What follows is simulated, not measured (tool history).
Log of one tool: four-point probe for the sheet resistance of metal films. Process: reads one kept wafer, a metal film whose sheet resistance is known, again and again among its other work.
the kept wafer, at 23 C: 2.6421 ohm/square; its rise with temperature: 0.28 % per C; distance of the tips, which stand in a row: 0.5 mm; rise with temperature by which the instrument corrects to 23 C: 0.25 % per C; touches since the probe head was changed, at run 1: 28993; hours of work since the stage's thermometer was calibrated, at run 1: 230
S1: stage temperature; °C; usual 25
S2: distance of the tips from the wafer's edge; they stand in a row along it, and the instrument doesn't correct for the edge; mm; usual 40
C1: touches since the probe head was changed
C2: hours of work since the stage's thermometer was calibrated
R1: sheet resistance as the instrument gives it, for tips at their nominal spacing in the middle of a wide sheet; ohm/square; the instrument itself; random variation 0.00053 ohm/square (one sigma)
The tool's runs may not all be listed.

run    hour  S1  S2     C1   C2        R1
  1     0.0  25  40  28993  230  2.637511
  2    37.3  25  40  29555  249  2.638298
  3    84.4  25  40  30265  273  2.637127
  4   113.6  25  10  30707  288  2.641247
  5   159.5  25  10  31400  312  2.639925
  6   200.9  25  10  32024  333  2.640468
  7   233.3  25  10  32512  350  2.641002
  8   281.4  19  10  33238  374  2.635479
  9   315.2  19  10  33748  392  2.635673
 10   368.9  25  40  34558  419  2.637003
 11   416.0  25  40  35270  443  2.637659
 12   470.7  25  35  36094  472  2.635998
 13   504.7  25  40  36607  489  2.637203
 14   556.1  25  40  37383  515  2.636611
 15   586.5  25  40  37841  531  2.637123
 16   619.2  25   8  38334  548  2.642245
 17   668.5  25   8  39078  573  2.641878
 18   710.7  21  40  39716  595  2.632627
 19   736.6  25  40  40106  608  2.636660
      739.5  -- stage's thermometer calibrated
 20   760.6  33  51  40460   11  2.642856
 21   794.4  20  62  40970   28  2.632071
 22   838.4  18  47  41635   51  2.629771
      854.6  -- stage's thermometer calibrated, once more
 23   882.3  18  47  42288   14  2.628068
 24   934.8  26  45  43081   41  2.635283
 25   972.8  27   5  43654   61  2.650053
 26  1028.0  24  40  44487   89  2.634047
 27  1061.0  25   7  44985  106  2.642052
 28  1112.0  22   7  45754  132  2.638585
 29  1159.2  30  35  46467  156  2.638046
 30  1194.6  30  35  47001  175  2.637461
 31  1228.2  25  29  47507  192  2.634465
 32  1278.1  20  21  48260  217  2.630200
 33  1313.5  29   3  48795  236  2.676044
 34  1358.6  29   3  49474  259  2.675466
 35  1390.8  33  19  49961  275  2.640795
 36  1434.7  22   9  50623  298  2.634374
 37  1459.1  22   9  50992  310  2.634607
 38  1482.0  22   9  51336  322  2.635879

How the hidden state differs across the entries between the runs, from the last listed run before each to the first after it:
Between runs 19 and 20: stage's thermometer calibrated (hour 739.5)
  inner tips' distance over the nominal, %: -0.347 -> -0.35; wafer's true temperature over the reading, C: 0.3 -> 0.35
  measured less the result without the state, R1: -0.007724 -> -0.007492 ohm/square
Between runs 22 and 23: stage's thermometer calibrated, once more (hour 854.6)
  inner tips' distance over the nominal, %: -0.358 -> -0.363; wafer's true temperature over the reading, C: 0.36 -> 0.11
  measured less the result without the state, R1: -0.007488 -> -0.009489 ohm/square
